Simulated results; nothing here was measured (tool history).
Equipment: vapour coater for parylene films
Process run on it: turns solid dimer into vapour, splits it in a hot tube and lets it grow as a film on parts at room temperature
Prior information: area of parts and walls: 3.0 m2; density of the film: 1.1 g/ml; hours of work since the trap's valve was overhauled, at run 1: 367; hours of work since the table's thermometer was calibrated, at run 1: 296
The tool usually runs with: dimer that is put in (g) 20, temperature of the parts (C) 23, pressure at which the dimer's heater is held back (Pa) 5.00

run,hour,dimer that is put in (g),temperature of the parts (C),pressure at which the dimer's heater is held back (Pa),hours of work since the trap's valve was overhauled,hours of work since the table's thermometer was calibrated,thickness of the film (nm)
1,0.0,20,23,5.00,367,296,3470
2,17.6,20,23,5.00,376,304,3450
3,32.9,20,23,5.00,383,312,3470
4,46.6,20,20,5.00,390,319,3990
5,57.2,20,20,5.00,396,324,3950
6,65.9,20,20,5.00,400,328,3950
7,80.0,20,23,5.00,407,335,3440
8,97.1,20,23,5.00,415,344,3420
9,114.6,20,23,5.00,424,353,3460
10,131.5,20,34,5.00,433,361,2070
# hour 141.3: trap's valve overhauled
11,148.6,20,34,5.00,4,368,2100
12,167.4,10,23,5.00,13,377,1720
13,181.6,10,23,5.00,20,384,1710
14,200.1,10,23,5.00,29,393,1710
15,214.0,20,23,5.00,36,400,3440
16,231.2,20,23,5.00,45,409,3430
17,250.3,20,23,5.00,54,418,3450
18,267.5,9,16,2.08,63,427,2400
19,281.6,11,28,2.09,70,434,1700
20,292.7,26,25,6.03,75,439,3940
21,311.4,20,29,6.84,85,449,2500
22,324.3,9,23,5.00,91,455,1550
23,345.2,16,23,5.00,102,466,2740
24,355.0,20,23,2.07,106,470,3830
25,374.7,10,20,6.28,116,480,1900
26,391.5,9,19,2.36,125,489,2030
27,401.9,20,29,10.70,130,494,2330
28,410.9,20,29,10.70,134,498,2300
29,419.6,20,29,10.70,139,503,2320
30,432.7,13,26,5.90,145,509,1880
31,445.0,31,23,5.00,151,515,5280
32,457.7,9,28,10.86,158,522,1100
33,470.9,23,25,2.07,164,528,4040
34,483.3,23,19,2.07,170,534,5290

Same runs, no hidden state in the tool, same run-to-run variation:
Hidden state present: vapour lost through the trap's worn valve, %; true temperature of the parts over the reading, C; drift of the gauge itself on film_um, %.
run,thickness of the film (nm)
1,3480
2,3460
3,3490
4,4010
5,3970
6,3970
7,3460
8,3450
9,3490
10,2090
11,2120
12,1730
13,1730
14,1730
15,3480
16,3470
17,3490
18,2430
19,1720
20,3990
21,2540
22,1580
23,2780
24,3890
25,1930
26,2070
27,2370
28,2350
29,2360
30,1920
31,5400
32,1120
33,4140
34,5420

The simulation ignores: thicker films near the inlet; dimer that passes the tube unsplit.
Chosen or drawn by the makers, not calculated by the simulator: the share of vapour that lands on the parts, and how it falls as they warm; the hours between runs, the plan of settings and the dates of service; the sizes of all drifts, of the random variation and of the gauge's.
